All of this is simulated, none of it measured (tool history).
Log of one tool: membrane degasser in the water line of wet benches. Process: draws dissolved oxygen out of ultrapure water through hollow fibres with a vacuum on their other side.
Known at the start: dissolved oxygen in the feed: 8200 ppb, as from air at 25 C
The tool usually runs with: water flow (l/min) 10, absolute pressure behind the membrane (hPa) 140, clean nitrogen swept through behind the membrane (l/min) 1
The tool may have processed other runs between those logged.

run,hour,water flow (l/min),absolute pressure behind the membrane (hPa),clean nitrogen swept through behind the membrane (l/min),dissolved oxygen in the water behind the degasser (ppb),pressure that the water loses in the fibres (hPa)
1,0,10,140,1,258.9,408.1
2,263.7,10,140,1,259.5,408.6
3,476.2,10,140,1,258,406.7
4,811.3,10,284,1,576.8,411.7
5,1158.4,10,284,1,580.6,406.6
6,1427.1,12,140,1,312.3,494.9
7,1756.6,10,140,2.64,106.8,408
8,2057.2,10,140,1,260.3,409.9
9,2381.5,10,140,1,261.2,411.9
10,2688.7,10,140,1,263.1,413
11,2869.2,8,140,1,215.9,332
12,3122.1,8,140,1,219.2,328.9
13,3307.2,8,140,1.05,210.1,331.7
14,3535,8,140,1,218.7,330.6
15,3872.9,8,140,1,219.5,331
16,4118.2,10,140,1,269.8,410.1
17,4356,10,312,1.43,478.7,412.5
18,4667.7,9,196,1.43,264,373.8
19,4855.5,9,196,1.43,264.6,375.5
20,5032.9,9,196,1.43,265.3,374.7
21,5278.4,9,196,1.43,264.9,373.2
22,5577,8,140,0.59,356.8,333.8
23,5899.4,8,140,0.59,359,333.5
24,6200.5,7,211,1,326.5,292.7
# hour 6218.9: seals of the vacuum lines changed
25,6551.8,11,173,1.24,296.3,461.1

Run 26 is up next; what results do you expect?
26,6694.7,11,173,1.24,?,?

dissolved oxygen in the water behind the degasser (ppb): 298.5
pressure that the water loses in the fibres (hPa): 460.2
If the tool had no hidden condition, the same run with the same run-to-run variation would have returned dissolved oxygen in the water behind the degasser (ppb) 292.9, pressure that the water loses in the fibres (hPa) 440.2.

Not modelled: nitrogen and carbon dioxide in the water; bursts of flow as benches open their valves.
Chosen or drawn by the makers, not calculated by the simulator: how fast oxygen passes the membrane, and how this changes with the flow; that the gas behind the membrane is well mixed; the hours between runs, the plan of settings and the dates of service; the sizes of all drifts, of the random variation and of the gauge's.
